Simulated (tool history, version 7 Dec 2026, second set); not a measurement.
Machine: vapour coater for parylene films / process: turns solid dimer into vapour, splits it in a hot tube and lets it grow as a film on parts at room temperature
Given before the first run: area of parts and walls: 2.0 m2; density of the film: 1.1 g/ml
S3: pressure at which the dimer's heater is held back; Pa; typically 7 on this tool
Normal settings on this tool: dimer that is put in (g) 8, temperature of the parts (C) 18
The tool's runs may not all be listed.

run 1 hour=0 | dimer_that_is_put_in_(g)=8 temperature_of_the_parts_(C)=18 S3=7 | thickness_of_the_film_(µm)=1.55
run 2 hour=32.5 | dimer_that_is_put_in_(g)=8 temperature_of_the_parts_(C)=18 S3=7 | thickness_of_the_film_(µm)=1.56
run 3 hour=82.6 | dimer_that_is_put_in_(g)=8 temperature_of_the_parts_(C)=25 S3=7 | thickness_of_the_film_(µm)=1.15
run 4 hour=125.9 | dimer_that_is_put_in_(g)=8 temperature_of_the_parts_(C)=25 S3=7 | thickness_of_the_film_(µm)=1.15
run 5 hour=171.3 | dimer_that_is_put_in_(g)=8 temperature_of_the_parts_(C)=25 S3=7 | thickness_of_the_film_(µm)=1.03
run 6 hour=203.3 | dimer_that_is_put_in_(g)=8 temperature_of_the_parts_(C)=18 S3=7 | thickness_of_the_film_(µm)=1.38
run 7 hour=260.5 | dimer_that_is_put_in_(g)=8 temperature_of_the_parts_(C)=18 S3=7 | thickness_of_the_film_(µm)=1.36
run 8 hour=325.5 | dimer_that_is_put_in_(g)=8 temperature_of_the_parts_(C)=18 S3=7 | thickness_of_the_film_(µm)=1.35
run 9 hour=381.8 | dimer_that_is_put_in_(g)=8 temperature_of_the_parts_(C)=18 S3=7 | thickness_of_the_film_(µm)=1.3
run 10 hour=426.6 | dimer_that_is_put_in_(g)=8 temperature_of_the_parts_(C)=12 S3=7 | thickness_of_the_film_(µm)=1.64
run 11 hour=469.8 | dimer_that_is_put_in_(g)=7 temperature_of_the_parts_(C)=18 S3=7 | thickness_of_the_film_(µm)=1.51
run 12 hour=541.5 | dimer_that_is_put_in_(g)=7 temperature_of_the_parts_(C)=18 S3=7 | thickness_of_the_film_(µm)=1.53
run 13 hour=609.5 | dimer_that_is_put_in_(g)=8 temperature_of_the_parts_(C)=24 S3=7 | thickness_of_the_film_(µm)=1.3
run 14 hour=642.6 | dimer_that_is_put_in_(g)=3 temperature_of_the_parts_(C)=16 S3=9.01 | thickness_of_the_film_(µm)=0.63
run 15 hour=710.5 | dimer_that_is_put_in_(g)=4 temperature_of_the_parts_(C)=28 S3=8.18 | thickness_of_the_film_(µm)=0.52
run 16 hour=761 | dimer_that_is_put_in_(g)=5 temperature_of_the_parts_(C)=18 S3=3.14 | thickness_of_the_film_(µm)=1.18
run 17 hour=805.3 | dimer_that_is_put_in_(g)=8 temperature_of_the_parts_(C)=18 S3=5.4 | thickness_of_the_film_(µm)=1.7
run 18 hour=856.8 | dimer_that_is_put_in_(g)=8 temperature_of_the_parts_(C)=18 S3=5.38 | thickness_of_the_film_(µm)=1.65
run 19 hour=909.6 | dimer_that_is_put_in_(g)=4 temperature_of_the_parts_(C)=26 S3=7.52 | thickness_of_the_film_(µm)=0.56
run 20 hour=973.8 | dimer_that_is_put_in_(g)=3 temperature_of_the_parts_(C)=25 S3=6.91 | thickness_of_the_film_(µm)=0.49
run 21 hour=1045.3 | dimer_that_is_put_in_(g)=3 temperature_of_the_parts_(C)=26 S3=6.91 | thickness_of_the_film_(µm)=0.48
run 22 hour=1099.7 | dimer_that_is_put_in_(g)=4 temperature_of_the_parts_(C)=18 S3=8.29 | thickness_of_the_film_(µm)=0.84
run 23 hour=1148.6 | dimer_that_is_put_in_(g)=4 temperature_of_the_parts_(C)=18 S3=8.29 | thickness_of_the_film_(µm)=0.76
run 24 hour=1194.6 | dimer_that_is_put_in_(g)=4 temperature_of_the_parts_(C)=18 S3=4.28 | thickness_of_the_film_(µm)=0.95
run 25 hour=1265.2 | dimer_that_is_put_in_(g)=5 temperature_of_the_parts_(C)=18 S3=3.3 | thickness_of_the_film_(µm)=1.24

Missing from the log above: 4 entries noted between runs. For each, name the pair of listed runs it sits between and say how the tool's hidden condition differs from the listed run just before to the listed run just after:
In the gap between runs 4 and 5: trap's valve overhauled (hour 151.9)
  vapour lost through the trap's worn valve, %: 14.8 -> 20
  measured value less the no-hidden-state value, thickness of the film (µm): -0.22 -> -0.29
In the gap between runs 10 and 11: trap's valve overhauled, once more (hour 445.7)
  vapour lost through the trap's worn valve, %: 27.3 -> 1
  measured value less the no-hidden-state value, thickness of the film (µm): -0.65 -> -0.04
In the gap between runs 19 and 20: trap's valve overhauled (hour 964.8)
  vapour lost through the trap's worn valve, %: 13.3 -> 0.4; true temperature of the parts over the reading, C: 0.43 -> 0.44
  measured value less the no-hidden-state value, thickness of the film (µm): -0.09 -> -0.01
In the gap between runs 23 and 24: table's thermometer calibrated (hour 1182)
  vapour lost through the trap's worn valve, %: 5.3 -> 6.5; true temperature of the parts over the reading, C: 0.47 -> 0.03
  measured value less the no-hidden-state value, thickness of the film (µm): -0.06 -> -0.07

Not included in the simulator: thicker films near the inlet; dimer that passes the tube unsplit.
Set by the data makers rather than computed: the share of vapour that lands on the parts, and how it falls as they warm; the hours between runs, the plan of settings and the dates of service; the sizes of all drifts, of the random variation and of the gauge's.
